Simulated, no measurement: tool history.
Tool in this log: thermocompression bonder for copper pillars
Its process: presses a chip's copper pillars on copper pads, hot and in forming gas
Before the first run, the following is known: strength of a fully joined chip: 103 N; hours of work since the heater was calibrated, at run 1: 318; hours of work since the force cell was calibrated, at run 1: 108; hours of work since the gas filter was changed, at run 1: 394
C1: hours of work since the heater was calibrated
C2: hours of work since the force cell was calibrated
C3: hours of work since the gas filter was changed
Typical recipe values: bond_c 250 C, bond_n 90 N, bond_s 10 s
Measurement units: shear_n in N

Run 1, hour 0: usual settings; C1 318; C2 108; C3 394. Result: shear_n 44.5 N.
Run 2, hour 6.5: usual settings; C1 322; C2 112; C3 397. Result: shear_n 44.6 N.
Run 3, hour 14.5: usual settings; C1 326; C2 116; C3 402. Result: shear_n 43.7 N.
Run 4, hour 19.2: usual settings; C1 329; C2 119; C3 404. Result: shear_n 44.1 N.
Run 5, hour 26.5: usual settings but bond_s 18 s; C1 333; C2 123; C3 409. Result: shear_n 53.9 N.
Run 6, hour 36.4: usual settings but bond_s 18 s; C1 338; C2 129; C3 414. Result: shear_n 53.7 N.
Run 7, hour 44.2: usual settings but bond_s 18 s; C1 343; C2 133; C3 419. Result: shear_n 53.2 N.
Run 8, hour 53.7: usual settings but bond_s 18 s; C1 348; C2 138; C3 424. Result: shear_n 53.4 N.
Run 9, hour 58.8: usual settings but bond_s 18 s; C1 351; C2 141; C3 427. Result: shear_n 54.3 N.
Run 10, hour 69.3: usual settings but bond_s 18 s; C1 357; C2 147; C3 433. Result: shear_n 53.8 N.
Run 11, hour 76.8: usual settings but bond_s 18 s; C1 361; C2 151; C3 437. Result: shear_n 53.2 N.
Run 12, hour 86.2: usual settings but bond_s 18 s; C1 366; C2 157; C3 442. Result: shear_n 53.9 N.
Run 13, hour 93.9: usual settings but bond_s 18 s; C1 371; C2 161; C3 447. Result: shear_n 52.8 N.
At hour 96.3: force cell calibrated.
Run 14, hour 106.1: usual settings but bond_s 18 s; C1 377; C2 5; C3 453. Result: shear_n 53.3 N.
Run 15, hour 112: usual settings but bond_s 18 s; C1 380; C2 9; C3 456. Result: shear_n 53 N.
Run 16, hour 122.7: usual settings but bond_s 18 s; C1 386; C2 15; C3 462. Result: shear_n 53 N.
Run 17, hour 133: usual settings but bond_s 18 s; C1 392; C2 21; C3 468. Result: shear_n 53.2 N.
Run 18, hour 143.1: usual settings; C1 397; C2 26; C3 473. Result: shear_n 42.8 N.
Run 19, hour 149.8: usual settings but bond_c 257 C; C1 401; C2 30; C3 477. Result: shear_n 47 N.
At hour 156.9: force cell calibrated, once more.
Run 20, hour 161.1: usual settings but bond_c 257 C; C1 407; C2 2; C3 483. Result: shear_n 46.9 N.
Run 21, hour 170.8: usual settings but bond_c 257 C; C1 412; C2 8; C3 488. Result: shear_n 47.7 N.
At hour 179.3: forming gas filter changed.
Run 22, hour 181.4: usual settings but bond_c 236 C, bond_n 61 N, bond_s 26 s; C1 418; C2 14; C3 1. Result: shear_n 42.6 N.
Run 23, hour 187.4: usual settings but bond_c 246 C, bond_n 88 N, bond_s 7 s; C1 421; C2 17; C3 5. Result: shear_n 36.2 N.
Run 24, hour 195.1: usual settings but bond_c 221 C, bond_n 88 N, bond_s 9 s; C1 426; C2 21; C3 9. Result: shear_n 25.9 N.
Run 25, hour 205.6: usual settings but bond_s 6 s; C1 431; C2 27; C3 15. Result: shear_n 36.5 N.
Run 26, hour 211.4: usual settings but bond_c 251 C, bond_s 6 s; C1 435; C2 30; C3 18. Result: shear_n 36.3 N.
Run 27, hour 216.8: usual settings but bond_c 251 C, bond_s 6 s; C1 438; C2 33; C3 21. Result: shear_n 36.2 N.
Run 28, hour 223: usual settings but bond_c 258 C, bond_s 30 s; C1 441; C2 37; C3 25. Result: shear_n 70.2 N.
Run 29, hour 230.6: usual settings but bond_c 258 C, bond_s 30 s; C1 446; C2 41; C3 29. Result: shear_n 70.3 N.
Run 30, hour 235.2: usual settings but bond_n 55 N; C1 448; C2 44; C3 31. Result: shear_n 34.8 N.
Run 31, hour 245.5: usual settings but bond_n 57 N, bond_s 27 s; C1 454; C2 50; C3 37. Result: shear_n 50.6 N.
Run 32, hour 256.2: usual settings but bond_n 57 N, bond_s 27 s; C1 460; C2 56; C3 43. Result: shear_n 51.2 N.
Run 33, hour 261.4: usual settings but bond_n 57 N, bond_s 27 s; C1 463; C2 58; C3 46. Result: shear_n 50.5 N.
Run 34, hour 270: usual settings but bond_c 277 C, bond_s 12 s; C1 468; C2 63; C3 51. Result: shear_n 65.8 N.
Run 35, hour 278.1: usual settings but bond_c 277 C, bond_s 12 s; C1 472; C2 68; C3 56. Result: shear_n 65 N.
Run 36, hour 282.6: usual settings but bond_c 263 C, bond_n 55 N, bond_s 12 s; C1 475; C2 70; C3 58. Result: shear_n 44.5 N.
Run 37, hour 287.3: usual settings but bond_c 248 C, bond_n 114 N, bond_s 12 s; C1 477; C2 73; C3 61. Result: shear_n 50.1 N.
Run 38, hour 295.4: usual settings but bond_c 248 C, bond_n 114 N, bond_s 12 s; C1 482; C2 78; C3 65. Result: shear_n 49.6 N.
Run 39, hour 300.1: usual settings but bond_c 248 C, bond_n 98 N, bond_s 12 s; C1 485; C2 80; C3 68. Result: shear_n 46.8 N.

Across each entry between runs, compare the hidden state at the last listed run before it with the hidden state at the first listed run after it:
Run 13 -> run 14: force cell calibrated (hour 96.3)
  true temperature of the bond over the reading, C: -9.2 -> -9.3; force that reaches the chip, % of what is set: 99.4 -> 99.3; oxide that the forming gas leaves, % of the face: 4.68 -> 4.74
  what was measured, less what the result would be without the hidden state, shear_n: -9.2 -> -9.5 N
Run 19 -> run 20: force cell calibrated, once more (hour 156.9)
  true temperature of the bond over the reading, C: -9.9 -> -10.1; force that reaches the chip, % of what is set: 99.2 -> 99.6; oxide that the forming gas leaves, % of the face: 4.97 -> 5.03
  what was measured, less what the result would be without the hidden state, shear_n: -9.3 -> -9.3 N
Run 21 -> run 22: forming gas filter changed (hour 179.3)
  true temperature of the bond over the reading, C: -10.2 -> -10.4; oxide that the forming gas leaves, % of the face: 5.07 -> 0.56
  what was measured, less what the result would be without the hidden state, shear_n: -9.6 -> -7.6 N

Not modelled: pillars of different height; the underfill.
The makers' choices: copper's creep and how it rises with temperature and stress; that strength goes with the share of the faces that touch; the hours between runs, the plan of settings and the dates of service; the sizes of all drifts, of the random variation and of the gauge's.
